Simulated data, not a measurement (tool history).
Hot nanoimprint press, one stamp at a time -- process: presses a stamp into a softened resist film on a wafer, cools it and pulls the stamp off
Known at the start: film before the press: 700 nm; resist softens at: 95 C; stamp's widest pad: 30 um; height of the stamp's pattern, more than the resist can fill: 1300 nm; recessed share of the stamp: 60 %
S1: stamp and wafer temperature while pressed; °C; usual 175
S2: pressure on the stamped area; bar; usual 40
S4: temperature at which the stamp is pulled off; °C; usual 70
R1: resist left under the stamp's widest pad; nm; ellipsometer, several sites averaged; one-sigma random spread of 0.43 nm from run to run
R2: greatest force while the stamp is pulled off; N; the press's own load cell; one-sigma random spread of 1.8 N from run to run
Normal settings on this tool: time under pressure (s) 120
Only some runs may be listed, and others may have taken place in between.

{"run": 1, "hour": 0.0, "S1": 175, "S2": 40, "time under pressure (s)": 120, "S4": 70, "R1": 415.8, "R2": 185}
{"run": 2, "hour": 19.2, "S1": 175, "S2": 40, "time under pressure (s)": 120, "S4": 70, "R1": 415.1, "R2": 187}
{"run": 3, "hour": 41.4, "S1": 175, "S2": 40, "time under pressure (s)": 120, "S4": 70, "R1": 415.7, "R2": 186}
{"hour": 52.4, "done": "plate thermocouple calibrated"}
{"run": 4, "hour": 63.7, "S1": 175, "S2": 40, "time under pressure (s)": 120, "S4": 70, "R1": 415.7, "R2": 186}
{"run": 5, "hour": 86.0, "S1": 175, "S2": 40, "time under pressure (s)": 120, "S4": 70, "R1": 417, "R2": 182}
{"run": 6, "hour": 107.8, "S1": 183, "S2": 40, "time under pressure (s)": 120, "S4": 70, "R1": 338.5, "R2": 184}
{"run": 7, "hour": 143.4, "S1": 175, "S2": 40, "time under pressure (s)": 120, "S4": 70, "R1": 416.2, "R2": 184}
{"run": 8, "hour": 160.3, "S1": 175, "S2": 40, "time under pressure (s)": 120, "S4": 70, "R1": 417.1, "R2": 186}
{"hour": 170.7, "done": "stamp cleaned and given a new release coat"}
{"run": 9, "hour": 190.2, "S1": 175, "S2": 40, "time under pressure (s)": 213, "S4": 70, "R1": 340.4, "R2": 181}
{"run": 10, "hour": 212.9, "S1": 175, "S2": 40, "time under pressure (s)": 213, "S4": 70, "R1": 340.5, "R2": 185}
{"run": 11, "hour": 248.0, "S1": 175, "S2": 42.9, "time under pressure (s)": 120, "S4": 70, "R1": 407.4, "R2": 180}
{"run": 12, "hour": 275.2, "S1": 180, "S2": 42.9, "time under pressure (s)": 194, "S4": 70, "R1": 297.1, "R2": 184}
{"run": 13, "hour": 305.1, "S1": 186, "S2": 42.9, "time under pressure (s)": 103, "S4": 70, "R1": 323.8, "R2": 182}

What will run 14 give?
{"run": 14, "hour": 345.3, "S1": 186, "S2": 42.9, "time under pressure (s)": 103, "S4": 70, "R1": "?", "R2": "?"}

R1: 324 nm
R2: 185 N
Were there no unlogged condition in the tool, this run, its random variation unchanged, would have produced R1 322 nm, R2 184 N.

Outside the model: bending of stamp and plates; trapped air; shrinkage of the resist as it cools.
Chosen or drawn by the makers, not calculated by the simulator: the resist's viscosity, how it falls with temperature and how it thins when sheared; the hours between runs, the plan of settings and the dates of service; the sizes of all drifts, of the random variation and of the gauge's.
